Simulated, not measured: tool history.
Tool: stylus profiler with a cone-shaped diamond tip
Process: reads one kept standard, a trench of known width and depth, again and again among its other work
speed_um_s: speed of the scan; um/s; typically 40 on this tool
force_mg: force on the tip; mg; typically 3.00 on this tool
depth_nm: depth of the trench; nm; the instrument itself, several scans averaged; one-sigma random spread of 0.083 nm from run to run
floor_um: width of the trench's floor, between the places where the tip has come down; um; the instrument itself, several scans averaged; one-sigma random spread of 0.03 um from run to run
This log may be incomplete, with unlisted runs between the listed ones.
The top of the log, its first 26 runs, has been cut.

run,hour,speed_um_s,force_mg,scans with this tip,hours of work since the height scale was calibrated,depth_nm,floor_um
27,1205.6,39,3.08,18259,1545,510.09,94.83
28,1269.2,13,1.35,18740,1586,506.68,94.84
29,1326.9,95,8.27,19178,1623,518.30,94.64
30,1382.6,95,8.27,19600,1659,518.17,94.64
31,1436.6,96,1.44,20010,1694,506.82,94.32
32,1501.1,14,1.03,20499,1735,505.82,94.64
33,1543.3,63,1.12,20819,1762,506.09,94.30
34,1603.2,148,8.87,21273,1801,519.30,94.44
35,1656.0,17,2.18,21674,1834,508.68,94.59
36,1716.5,27,3.00,22132,1873,510.46,94.49
37,1772.1,27,3.00,22553,1909,510.40,94.47
# hour 1787.1: height scale calibrated on a step standard
38,1807.3,27,1.10,22816,13,504.23,94.37
39,1869.9,135,2.67,23291,53,507.75,94.04
40,1936.2,49,3.95,23794,96,510.06,94.28
41,1981.6,49,3.95,24138,125,510.12,94.29
42,2036.5,62,3.68,24554,160,509.57,94.20
43,2100.4,145,1.43,25039,201,505.22,93.59
44,2153.4,19,1.11,25441,235,504.36,94.26
45,2185.1,19,1.11,25681,255,504.29,94.19
46,2243.5,40,2.68,26124,293,507.92,94.11
47,2300.4,64,1.26,26555,329,504.81,93.87

Here are 3 independent what-if runs from the current tool condition. What would each one return?
# hour 2315.8: new tip fitted, height scale calibrated
A,2345.2,22,5.66,223,19,?,?
# hour 2315.8: new tip fitted, height scale calibrated
B,2345.2,120,6.76,223,19,?,?
# hour 2315.8: new tip fitted, height scale calibrated
C,2345.2,65,8.05,223,19,?,?

run,depth_nm,floor_um
A,513.06,96.87
B,514.78,96.69
C,516.67,96.74
Without the tool's hidden state the same runs would have given:
run,depth_nm,floor_um
A,512.84,96.93
B,514.56,96.75
C,516.45,96.80
